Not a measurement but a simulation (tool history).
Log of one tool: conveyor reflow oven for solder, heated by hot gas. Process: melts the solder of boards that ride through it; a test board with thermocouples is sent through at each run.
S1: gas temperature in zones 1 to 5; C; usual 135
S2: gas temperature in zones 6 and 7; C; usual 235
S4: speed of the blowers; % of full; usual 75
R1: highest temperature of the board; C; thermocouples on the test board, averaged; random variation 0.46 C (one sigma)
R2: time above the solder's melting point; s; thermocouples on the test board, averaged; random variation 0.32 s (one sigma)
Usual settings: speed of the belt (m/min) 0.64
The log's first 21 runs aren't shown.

run 22 hour=190.7 | S1=135 S2=236 speed_of_the_belt_(m/min)=0.64 S4=75 | R1=216.3 R2=41.3
run 23 hour=200.6 | S1=135 S2=235 speed_of_the_belt_(m/min)=0.717 S4=55 | R1=207.3 R2=29.3
run 24 hour=210.7 | S1=128 S2=232 speed_of_the_belt_(m/min)=0.578 S4=75 | R1=215.1 R2=43.2
run 25 hour=224.3 | S1=128 S2=248 speed_of_the_belt_(m/min)=0.606 S4=80 | R1=228.4 R2=48.1
run 26 hour=235.9 | S1=128 S2=248 speed_of_the_belt_(m/min)=0.606 S4=80 | R1=228.5 R2=47.7
run 27 hour=246.5 | S1=128 S2=234 speed_of_the_belt_(m/min)=0.73 S4=80 | R1=209.3 R2=30
run 28 hour=258.3 | S1=128 S2=234 speed_of_the_belt_(m/min)=0.73 S4=80 | R1=208.8 R2=29.3
run 29 hour=270.7 | S1=144 S2=235 speed_of_the_belt_(m/min)=0.64 S4=75 | R1=217.5 R2=44.5
run 30 hour=277.6 | S1=135 S2=235 speed_of_the_belt_(m/min)=0.548 S4=66 | R1=218.9 R2=50.4
run 31 hour=286.5 | S1=148 S2=228 speed_of_the_belt_(m/min)=0.609 S4=80 | R1=214.1 R2=45.6

4 ways to go on from here, each from the tool as it stands after run 31. What would each give?
run A hour=297.2 | S1=126 S2=235 speed_of_the_belt_(m/min)=0.64 S4=73 | R1=? R2=?
run B hour=297.2 | S1=146 S2=235 speed_of_the_belt_(m/min)=0.593 S4=75 | R1=? R2=?
run C hour=297.2 | S1=147 S2=235 speed_of_the_belt_(m/min)=0.627 S4=75 | R1=? R2=?
run D hour=297.2 | S1=135 S2=233 speed_of_the_belt_(m/min)=0.694 S4=75 | R1=? R2=?

run=A R1=213 R2=36.2
run=B R1=219.4 R2=50.5
run=C R1=218 R2=46.7
run=D R1=210.5 R2=33.8
Without the tool's hidden state the same runs would have given:
run=A R1=215 R2=37.3
run=B R1=221 R2=50.9
run=C R1=219.7 R2=47.2
run=D R1=212.5 R2=34.9
